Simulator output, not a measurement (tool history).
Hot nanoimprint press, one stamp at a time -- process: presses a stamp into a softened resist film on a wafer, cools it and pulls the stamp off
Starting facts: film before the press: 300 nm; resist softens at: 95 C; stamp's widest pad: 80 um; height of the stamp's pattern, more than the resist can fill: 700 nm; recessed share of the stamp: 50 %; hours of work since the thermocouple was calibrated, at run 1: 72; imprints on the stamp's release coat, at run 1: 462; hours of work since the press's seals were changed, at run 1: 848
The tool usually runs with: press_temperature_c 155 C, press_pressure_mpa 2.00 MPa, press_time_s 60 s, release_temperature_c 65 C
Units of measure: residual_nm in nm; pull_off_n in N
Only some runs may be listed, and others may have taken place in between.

run	hour	press_temperature_c	press_pressure_mpa	press_time_s	release_temperature_c	hours of work since the thermocouple was calibrated	imprints on the stamp's release coat	hours of work since the press's seals were changed	residual_nm	pull_off_n
1	0.0	155	2.00	60	65	72	462	848	142.4	288
2	54.3	155	2.00	60	65	110	607	886	141.5	296
# hour 114.4: stamp cleaned and given a new release coat
3	115.8	155	2.00	60	65	149	3	924	143.8	238
4	204.8	155	2.00	60	65	210	240	986	143.7	253
5	294.2	155	2.00	60	65	272	477	1048	145.5	281
6	341.2	155	2.00	61	65	305	602	1080	145.8	298
7	390.9	155	2.00	61	65	339	734	1115	147.7	312
# hour 401.7: stamp cleaned and given a new release coat
8	441.8	155	2.00	61	65	370	106	1146	146.9	257
9	502.7	155	2.00	61	65	413	268	1188	147.7	268
10	543.9	155	2.00	61	65	441	377	1217	150.9	277
# hour 572.2: plate thermocouple calibrated
11	602.4	155	2.00	61	65	21	525	1255	139.9	278
# hour 630.7: press's hydraulic seals changed and the load cell set to zero
12	670.6	155	2.00	60	65	63	685	28	138.9	302
# hour 698.5: stamp cleaned and given a new release coat
13	767.7	155	1.37	60	65	126	184	91	163.0	259
14	824.7	155	2.00	60	65	165	335	130	142.1	268
15	897.8	155	2.00	60	65	216	529	181	142.9	286
16	945.8	145	1.87	39	58	249	657	214	234.3	323
# hour 984.6: stamp cleaned and given a new release coat
17	1042.8	155	1.86	60	70	312	154	277	149.6	241
18	1138.4	155	1.86	60	70	379	409	344	150.3	261
19	1206.7	155	1.86	60	70	426	590	391	150.6	277
# hour 1257.5: plate thermocouple calibrated
# hour 1277.9: stamp cleaned and given a new release coat
20	1283.9	155	1.86	76	59	14	16	438	128.6	243
21	1325.3	164	2.69	76	51	43	126	467	76.5	284
22	1370.8	164	2.97	105	51	74	247	499	63.1	292
23	1445.7	164	2.97	105	51	126	446	551	63.8	313
24	1513.4	164	1.54	80	51	173	626	598	96.8	339
# hour 1567.1: stamp cleaned and given a new release coat
25	1569.4	164	1.54	80	51	208	6	632	97.6	281
26	1647.1	164	1.54	80	51	262	212	686	98.0	297
27	1686.4	164	1.54	80	51	289	316	713	99.8	307
28	1749.8	155	1.47	60	58	333	485	757	166.8	309
29	1797.7	162	1.53	65	67	366	612	791	119.7	291

Predict each of these 4 candidate next runs independently; none follows another, all start after run 29:
A	1846.0	162	1.80	65	67	400	740	824	?	?
B	1846.0	155	2.00	108	52	400	740	824	?	?
C	1846.0	156	1.53	71	67	400	740	824	?	?
D	1846.0	148	2.00	60	65	400	740	824	?	?

run	residual_nm	pull_off_n
A	113.0	297
B	117.2	366
C	146.2	308
D	193.5	306
Without the tool's hidden state the same runs would have given:
run	residual_nm	pull_off_n
A	104.6	228
B	107.7	282
C	135.9	236
D	181.1	235
